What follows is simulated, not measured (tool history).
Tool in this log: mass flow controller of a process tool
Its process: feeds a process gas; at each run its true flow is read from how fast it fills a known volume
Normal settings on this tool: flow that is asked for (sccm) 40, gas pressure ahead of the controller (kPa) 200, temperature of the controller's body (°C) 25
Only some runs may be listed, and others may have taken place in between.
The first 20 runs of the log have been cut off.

run,hour,flow that is asked for (sccm),gas pressure ahead of the controller (kPa),temperature of the controller's body (°C),true flow (%)
21,4536.5,14,160,20,96.02
22,4686.3,14,160,20,95.97
23,4865.2,14,160,20,96.07
24,5106.4,40,200,29,97.98
25,5302.5,13,159,29,96.76
26,5486.3,96,178,25,99.40
27,5616.5,24,169,20,96.42
28,5853.2,31,155,40,98.51
29,6097.1,31,155,32,97.66
30,6315.4,31,155,32,97.74
31,6526.0,31,155,32,97.41
32,6733.0,31,155,32,97.65
33,6994.5,31,155,32,97.66
34,7293.3,40,249,25,97.60
35,7524.8,23,141,25,96.68

Alternative continuations, all from the tool just after run 35; predict every row:
A,7804.3,11,143,31,?
B,7804.3,10,141,25,?
C,7804.3,40,171,36,?
D,7804.3,55,141,20,?
E,7804.3,76,153,36,?

run,true flow (%)
A,96.62
B,95.97
C,98.22
D,97.26
E,99.48
With the hidden condition removed and each run's random variation left untouched, the same runs would have given:
run,true flow (%)
A,97.18
B,96.52
C,98.80
D,97.83
E,100.07
